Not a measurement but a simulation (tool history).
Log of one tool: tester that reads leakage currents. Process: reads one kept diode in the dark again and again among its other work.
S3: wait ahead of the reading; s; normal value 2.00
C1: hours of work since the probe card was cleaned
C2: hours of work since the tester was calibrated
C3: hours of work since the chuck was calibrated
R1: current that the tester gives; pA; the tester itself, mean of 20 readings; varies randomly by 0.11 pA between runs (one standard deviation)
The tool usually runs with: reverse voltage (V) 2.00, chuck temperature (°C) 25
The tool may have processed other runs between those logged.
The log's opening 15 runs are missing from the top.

At day 45.075: chuck's temperature calibrated.
Run 16, day 45.821: usual settings but reverse voltage (V) 1.96; C1 773; C2 1323; C3 11. Result: R1 33.67 pA.
Run 17, day 49.712: usual settings but reverse voltage (V) 1.96; C1 828; C2 1378; C3 66. Result: R1 33.84 pA.
Run 18, day 52.738: usual settings but S3 0.56 s; C1 871; C2 1422; C3 109. Result: R1 34.20 pA.
Run 19, day 54.542: usual settings but S3 0.56 s; C1 897; C2 1447; C3 135. Result: R1 34.10 pA.
Run 20, day 56.767: usual settings but reverse voltage (V) 8.32, chuck temperature (°C) 28, S3 0.56 s; C1 928; C2 1479; C3 166. Result: R1 102.52 pA.
Run 21, day 58.725: usual settings but chuck temperature (°C) 41, S3 0.96 s; C1 956; C2 1507; C3 194. Result: R1 131.44 pA.
Run 22, day 62.217: usual settings but chuck temperature (°C) 41, S3 0.96 s; C1 1006; C2 1556; C3 244. Result: R1 130.52 pA.
Run 23, day 66.217: usual settings but reverse voltage (V) 10.62, chuck temperature (°C) 21; C1 1063; C2 1613; C3 301. Result: R1 64.91 pA.
Run 24, day 70.138: usual settings but reverse voltage (V) 7.58, chuck temperature (°C) 43, S3 7.54 s; C1 1119; C2 1669; C3 356. Result: R1 328.83 pA.
Run 25, day 73.583: usual settings but reverse voltage (V) 1.48, chuck temperature (°C) 23, S3 6.90 s; C1 1168; C2 1718; C3 406. Result: R1 23.27 pA.
Run 26, day 76.112: usual settings but chuck temperature (°C) 30, S3 1.84 s; C1 1204; C2 1754; C3 442. Result: R1 51.23 pA.
Run 27, day 79.929: usual settings but chuck temperature (°C) 27, S3 1.84 s; C1 1258; C2 1808; C3 496. Result: R1 39.40 pA.
Run 28, day 82.458: usual settings but chuck temperature (°C) 27, S3 0.63 s; C1 1294; C2 1844; C3 532. Result: R1 39.21 pA.
Run 29, day 85.275: usual settings but reverse voltage (V) 12.48, chuck temperature (°C) 36; C1 1334; C2 1884; C3 572. Result: R1 244.17 pA.
Run 30, day 87.012: usual settings but reverse voltage (V) 12.48, chuck temperature (°C) 36; C1 1359; C2 1909; C3 597. Result: R1 245.12 pA.
Run 31, day 90.875: usual settings but reverse voltage (V) 5.63, S3 5.61 s; C1 1414; C2 1964; C3 651. Result: R1 60.85 pA.
Run 32, day 94.971: usual settings but reverse voltage (V) 17.60, S3 5.61 s; C1 1472; C2 2022; C3 710. Result: R1 122.95 pA.
Run 33, day 97.238: usual settings but reverse voltage (V) 17.60, S3 5.61 s; C1 1504; C2 2054; C3 742. Result: R1 122.56 pA.
Run 34, day 99.546: usual settings but reverse voltage (V) 17.60, S3 2.10 s; C1 1537; C2 2087; C3 775. Result: R1 122.36 pA.
Run 35, day 103.017: usual settings but reverse voltage (V) 1.12, chuck temperature (°C) 46, S3 7.28 s; C1 1586; C2 2137; C3 824. Result: R1 132.13 pA.
Run 36, day 106.654: usual settings but reverse voltage (V) 1.12, chuck temperature (°C) 34, S3 7.59 s; C1 1638; C2 2188; C3 876. Result: R1 49.30 pA.

Forecast each of these 3 alternatives for the next run:
Run A, day 109.625: usual settings but reverse voltage (V) 14.73, chuck temperature (°C) 35, S3 3.35 s; C1 1680; C2 2231; C3 918. Result: R1 ?.
Run B, day 109.625: usual settings but reverse voltage (V) 14.91, S3 9.36 s; C1 1680; C2 2231; C3 918. Result: R1 ?.
Run C, day 109.625: usual settings but reverse voltage (V) 1.08; C1 1680; C2 2231; C3 918. Result: R1 ?.

run      R1
  A  244.58
  B  110.53
  C   22.24
Without the tool's hidden state the same runs would have given:
run      R1
  A  245.47
  B  102.16
  C   22.73
